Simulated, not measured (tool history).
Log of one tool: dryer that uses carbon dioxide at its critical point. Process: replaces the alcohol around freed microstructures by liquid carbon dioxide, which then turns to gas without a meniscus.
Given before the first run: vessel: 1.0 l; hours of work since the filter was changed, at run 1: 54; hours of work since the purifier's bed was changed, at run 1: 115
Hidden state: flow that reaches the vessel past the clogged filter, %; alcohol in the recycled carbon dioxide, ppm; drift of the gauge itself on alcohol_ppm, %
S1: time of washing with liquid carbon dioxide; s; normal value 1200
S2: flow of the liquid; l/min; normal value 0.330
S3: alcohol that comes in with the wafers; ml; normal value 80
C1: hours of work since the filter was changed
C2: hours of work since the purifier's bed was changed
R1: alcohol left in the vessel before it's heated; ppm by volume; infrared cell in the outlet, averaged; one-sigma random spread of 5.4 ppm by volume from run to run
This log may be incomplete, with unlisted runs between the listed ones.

run    hour    S1     S2  S3   C1   C2    R1
  1     0.0  1200  0.330  80   54  115   202
  2    21.8  1200  0.330  80   70  131   204
  3    36.9  1200  0.330  80   81  142   212
  4    57.6  1200  0.330  80   96  157   229
  5    73.0  1200  0.330  75  107  169   229
  6    94.2  1200  0.330  75  123  184   231
  7   119.5  1200  0.362  75  142  203   153
  8   145.7  1200  0.362  75  161  222   170
  9   164.0  1200  0.330  80  174  236   287
 10   180.5  1200  0.330  80  187  248   304
 11   210.0  1200  0.330  80  208  270   306
 12   235.6  1200  0.330  80  227  289   341
      261.1  -- inlet filter changed
 13   268.3  1200  0.330  80    5  312   225
 14   288.0  1200  0.330  80   20  326   212
 15   320.1  1200  0.330  80   44  350   243
 16   335.7   960  0.330  80   55  362   617
 17   370.4   960  0.330  80   81  387   677
 18   400.7   960  0.207  80  103  410  3883
 19   424.6   960  0.207  80  121  427  4038
 20   454.4   960  0.207  80  143  449  4121
 21   471.9  1080  0.330  80  155  462   485
 22   499.6  1080  0.330  80  176  482   505
 23   526.7  1080  0.330  80  196  502   540
 24   559.9  1500  0.330  80  220  527   174
 25   589.2   840  0.476  20  242  549   182
      594.6  -- inlet filter changed
 26   608.7   840  0.476  20   10  562   155
 27   630.1  1200  0.330  55   26  578   222
 28   645.4   720  0.330  75   37  589  1887
 29   674.8  1860  0.215  72   59  611   268
 30   690.1  1800  0.256  33   70  622   151
 31   715.9  1380  0.361  23   89  641   148
 32   734.8   840  0.247  75  103  655  3327
 33   756.5   840  0.247  75  119  671  3285
 34   780.8   840  0.247  75  137  689  3309
 35   815.3   840  0.396  22  163  714   316
 36   837.6  1200  0.330  87  179  731   418
 37   862.8  1200  0.330  87  198  750   425
 38   882.2   840  0.389  80  212  764   827
 39   902.6   840  0.389  80  227  779   884
      928.9  -- inlet filter changed
 40   932.6   840  0.389  80    3  800   595
 41   948.7  1560  0.535  52   15  812   177
 42   972.3  1080  0.311  61   32  830   483
 43   992.7  1080  0.311  61   47  845   502
 44  1015.7  1200  0.238  98   64  862  1335
 45  1043.1  1560  0.389  27   84  882   189
 46  1067.2  1020  0.459  63  102  900   233
 47  1086.1  1380  0.459  63  116  913   203

For some of the steps in R1 from one run to the next: how much would appear even if the tool had no hidden state, given the settings, what came in and random variation, and how much remains for the hidden state plus any gauge scatter that the measured result and the result without hidden state don't share?
Run 17 -> 18: S2 0.330 -> 0.207. R1 +3206 ppm by volume: hidden state +433, all else +2773.
Run 20 -> 21: S1 960 -> 1080, S2 0.207 -> 0.330. R1 -3636 ppm by volume: hidden state -619, all else -3017.
Run 31 -> 32: S1 1380 -> 840, S2 0.361 -> 0.247, S3 23 -> 75. R1 +3179 ppm by volume: hidden state +446, all else +2733.
Run 34 -> 35: S2 0.247 -> 0.396, S3 75 -> 22. R1 -2993 ppm by volume: hidden state -504, all else -2489.
